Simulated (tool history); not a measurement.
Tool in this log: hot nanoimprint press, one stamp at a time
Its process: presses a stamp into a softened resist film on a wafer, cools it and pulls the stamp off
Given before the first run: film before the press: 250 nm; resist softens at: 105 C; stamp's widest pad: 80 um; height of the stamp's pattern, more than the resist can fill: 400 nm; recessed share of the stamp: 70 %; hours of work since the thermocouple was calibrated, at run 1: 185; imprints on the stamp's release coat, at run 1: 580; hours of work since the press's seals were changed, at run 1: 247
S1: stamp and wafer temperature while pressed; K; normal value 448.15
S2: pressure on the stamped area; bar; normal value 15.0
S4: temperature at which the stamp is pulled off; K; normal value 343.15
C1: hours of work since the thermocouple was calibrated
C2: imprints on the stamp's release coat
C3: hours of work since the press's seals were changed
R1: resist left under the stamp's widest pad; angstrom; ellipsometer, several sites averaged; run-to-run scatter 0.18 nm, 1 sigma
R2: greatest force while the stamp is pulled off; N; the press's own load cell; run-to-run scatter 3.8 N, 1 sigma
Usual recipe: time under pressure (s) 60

Run 1, day 0.000: usual settings; C1 185; C2 580; C3 247. Result: R1 1070 angstrom, R2 221 N.
Run 2, day 0.667: usual settings; C1 193; C2 616; C3 255. Result: R1 1068 angstrom, R2 218 N.
Run 3, day 1.300: usual settings but S2 19.5 bar; C1 202; C2 650; C3 264. Result: R1 944 angstrom, R2 220 N.
Run 4, day 1.812: usual settings but S2 19.5 bar; C1 208; C2 678; C3 270. Result: R1 942 angstrom, R2 214 N.
Run 5, day 2.296: usual settings; C1 215; C2 704; C3 277. Result: R1 1075 angstrom, R2 220 N.
Run 6, day 2.662: usual settings but S2 22.8 bar; C1 220; C2 723; C3 282. Result: R1 876 angstrom, R2 207 N.
Run 7, day 3.450: usual settings but S2 22.8 bar; C1 230; C2 766; C3 292. Result: R1 876 angstrom, R2 222 N.
Run 8, day 4.225: usual settings but S2 22.8 bar; C1 240; C2 808; C3 302. Result: R1 879 angstrom, R2 221 N.
Run 9, day 4.642: usual settings but S2 9.9 bar; C1 245; C2 830; C3 307. Result: R1 1309 angstrom, R2 218 N.
Run 10, day 5.325: usual settings but time under pressure (s) 51; C1 254; C2 867; C3 316. Result: R1 1151 angstrom, R2 225 N.
Run 11, day 5.729: usual settings but time under pressure (s) 120; C1 260; C2 889; C3 322. Result: R1 826 angstrom, R2 224 N.
At day 6.150: plate thermocouple calibrated.
Run 12, day 6.233: usual settings but time under pressure (s) 120; C1 1; C2 909; C3 327. Result: R1 828 angstrom, R2 223 N.
Run 13, day 6.754: usual settings but S1 456.15 K, time under pressure (s) 120; C1 8; C2 937; C3 333. Result: R1 652 angstrom, R2 223 N.
Run 14, day 7.096: usual settings but S1 456.15 K, time under pressure (s) 120; C1 12; C2 955; C3 338. Result: R1 654 angstrom, R2 228 N.
Run 15, day 7.483: usual settings but S1 456.15 K, time under pressure (s) 120; C1 17; C2 976; C3 343. Result: R1 656 angstrom, R2 224 N.
Run 16, day 7.954: usual settings but S1 445.15 K, S2 21.9 bar, S4 336.15 K; C1 24; C2 1002; C3 349. Result: R1 998 angstrom, R2 227 N.
Run 17, day 8.675: usual settings but S1 445.15 K, S2 21.9 bar, S4 336.15 K; C1 33; C2 1040; C3 359. Result: R1 995 angstrom, R2 227 N.
At day 9.242: gauge calibrated.
Run 18, day 9.471: usual settings but S1 444.15 K, S2 20.2 bar, S4 337.15 K; C1 43; C2 1083; C3 369. Result: R1 1048 angstrom, R2 231 N.
Run 19, day 10.012: usual settings but S2 23.2 bar, S4 345.15 K; C1 51; C2 1112; C3 376. Result: R1 862 angstrom, R2 213 N.
Run 20, day 10.504: usual settings but S2 12.9 bar, time under pressure (s) 81; C1 57; C2 1139; C3 383. Result: R1 1030 angstrom, R2 216 N.
Run 21, day 11.175: usual settings but S1 456.15 K, S2 11.0 bar; C1 66; C2 1175; C3 391. Result: R1 998 angstrom, R2 221 N.
Run 22, day 11.525: usual settings but S1 456.15 K, S2 11.0 bar; C1 70; C2 1194; C3 396. Result: R1 1001 angstrom, R2 223 N.
Run 23, day 11.871: usual settings but S1 456.15 K, S2 11.0 bar; C1 75; C2 1212; C3 400. Result: R1 1001 angstrom, R2 213 N.
Run 24, day 12.688: usual settings but S1 456.15 K, S2 11.0 bar; C1 86; C2 1256; C3 411. Result: R1 1007 angstrom, R2 218 N.
Run 25, day 13.367: usual settings but S1 453.15 K, S2 11.0 bar, time under pressure (s) 61, S4 350.15 K; C1 94; C2 1293; C3 420. Result: R1 1084 angstrom, R2 213 N.
Run 26, day 13.771: usual settings but S1 457.15 K, S2 11.0 bar, time under pressure (s) 61, S4 342.15 K; C1 100; C2 1315; C3 425. Result: R1 977 angstrom, R2 224 N.
Run 27, day 14.312: usual settings but S1 451.15 K, S2 9.2 bar, time under pressure (s) 87, S4 335.15 K; C1 107; C2 1344; C3 432. Result: R1 1092 angstrom, R2 228 N.
Run 28, day 14.896: usual settings but S1 451.15 K, S2 9.2 bar, time under pressure (s) 87, S4 335.15 K; C1 114; C2 1375; C3 440. Result: R1 1095 angstrom, R2 231 N.
Run 29, day 15.617: usual settings but S1 451.15 K, S2 23.0 bar, time under pressure (s) 87, S4 346.15 K; C1 124; C2 1414; C3 449. Result: R1 690 angstrom, R2 216 N.

Each row is a separate what-if for the run after 29, all from the same tool condition, not one after another. Results?
Run A, day 16.379: usual settings but S1 445.15 K, S2 23.0 bar, time under pressure (s) 35, S4 348.15 K; C1 134; C2 1455; C3 459. Result: R1 ?, R2 ?.
Run B, day 16.379: usual settings but S1 444.15 K, S2 9.8 bar, S4 334.15 K; C1 134; C2 1455; C3 459. Result: R1 ?, R2 ?.
Run C, day 16.379: usual settings but S1 446.15 K; C1 134; C2 1455; C3 459. Result: R1 ?, R2 ?.

run    R1   R2
  A  1190  212
  B  1469  234
  C  1158  216
Take away the tool's hidden state, keep each run's random variation, and the runs would have read:
run    R1   R2
  A  1165  210
  B  1438  232
  C  1134  214
